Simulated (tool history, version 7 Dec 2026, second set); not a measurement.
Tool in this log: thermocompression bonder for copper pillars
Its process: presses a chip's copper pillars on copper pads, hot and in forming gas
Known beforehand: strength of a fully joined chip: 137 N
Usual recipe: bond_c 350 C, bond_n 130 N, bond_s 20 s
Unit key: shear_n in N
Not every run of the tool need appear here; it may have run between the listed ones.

run     day  bond_c  bond_n  bond_s  shear_n
  1   0.000     350     130      20     76.0
  2   1.042     350     130      55    101.6
  3   1.946     347     130      20     74.0
  4   3.175     347     130      20     74.0
  5   4.542     347     130      20     74.0
  6   6.108     347     130      20     74.4
  7   7.379     347     130      20     74.1
  8   9.017     350     130      13     66.3
  9  10.204     380     130      13     90.0
 10  11.242     380     130      13     89.8
 11  11.946     380     130      36    114.1
     12.725  -- forming gas filter changed
 12  12.779     380     130      10     83.3
 13  13.496     350     130      20     77.1
 14  14.846     350     130      20     76.6
 15  16.433     350     130      40     94.7
 16  17.667     350     130      40     94.0
 17  18.388     322     130      20     54.4
 18  19.133     322      84      20     32.9
 19  20.404     350     130      11     62.5
 20  21.542     350     130      20     77.1
 21  23.175     350     130      20     77.1
 22  24.008     321     172      10     55.2
 23  24.712     321     172      10     55.6
 24  25.575     344     101      22     58.1
 25  26.617     344     101      22     58.5
 26  28.229     338     130      51     91.0
 27  29.167     338     130      51     90.4
 28  29.900     329     161      15     67.2
 29  30.604     356     169      50    120.8
 30  31.979     350     149      20     87.2
 31  33.638     370     108      20     81.0
 32  35.283     322     116      24     51.9
 33  36.471     350     130      42     96.7
 34  37.171     350     130      11     63.2
     37.654  -- gauge calibrated
 35  38.471     350     172      59    118.9
 36  39.267     350     100      34     71.6
 37  40.012     350     100      34     71.4
     40.779  -- forming gas filter changed
 38  40.792     370     127      25     96.9
 39  42.300     349      94      25     59.8
 40  43.942     350      79      14     39.9

Forecast each of these 3 alternatives for the next run:
  A  45.158     350     150      20        ?
  B  45.158     367      79      47        ?
  C  45.158     344      79      14        ?

run  shear_n
  A     86.7
  B     77.0
  C     36.8
Take away the tool's hidden state, keep each run's random variation, and the runs would have read:
run  shear_n
  A     86.3
  B     76.7
  C     36.6
